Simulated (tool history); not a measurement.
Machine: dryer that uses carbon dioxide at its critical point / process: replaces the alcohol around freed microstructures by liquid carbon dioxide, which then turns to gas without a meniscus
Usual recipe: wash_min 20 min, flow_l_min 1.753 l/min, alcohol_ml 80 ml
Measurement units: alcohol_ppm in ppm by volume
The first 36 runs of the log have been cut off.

run   hour  wash_min  flow_l_min  alcohol_ml  hours of work since the filter was changed  hours of work since the purifier's bed was changed  alcohol_ppm
 37  347.9        20        2.79          80                                         150                                                 238           52
 38    355        20        2.79          80                                         153                                                 242           36
 39  366.5        13        1.66         112                                         159                                                 247          398
 40  379.4        13        1.66         112                                         166                                                 254          385
 41  390.1        17        2.49         112                                         171                                                 259           48
 42  403.5        17        2.49         112                                         177                                                 266           52
 43  413.3        20        1.16          80                                         182                                                 271          222
 44  418.9        13        1.09         104                                         185                                                 273         1554
 45  427.2        24        2.57         103                                         189                                                 277           42
 46  437.4        31        1.11          31                                         194                                                 283           53
 47  448.9        20        2.64          24                                         200                                                 288           52

4 ways to go on from here, each from the tool as it stands after run 47. What would each give?
  A  457.6        20        2.97          29                                         204                                                 293            ?
  B  457.6        27         1.5          20                                         204                                                 293            ?
  C  457.6        13        2.46          70                                         204                                                 293            ?
  D  457.6        14        1.91          29                                         204                                                 293            ?

run  alcohol_ppm
  A           46
  B           62
  C           87
  D           91
Without the tool's unlogged condition, the same runs would have read:
run  alcohol_ppm
  A            0
  B           14
  C           25
  D           30
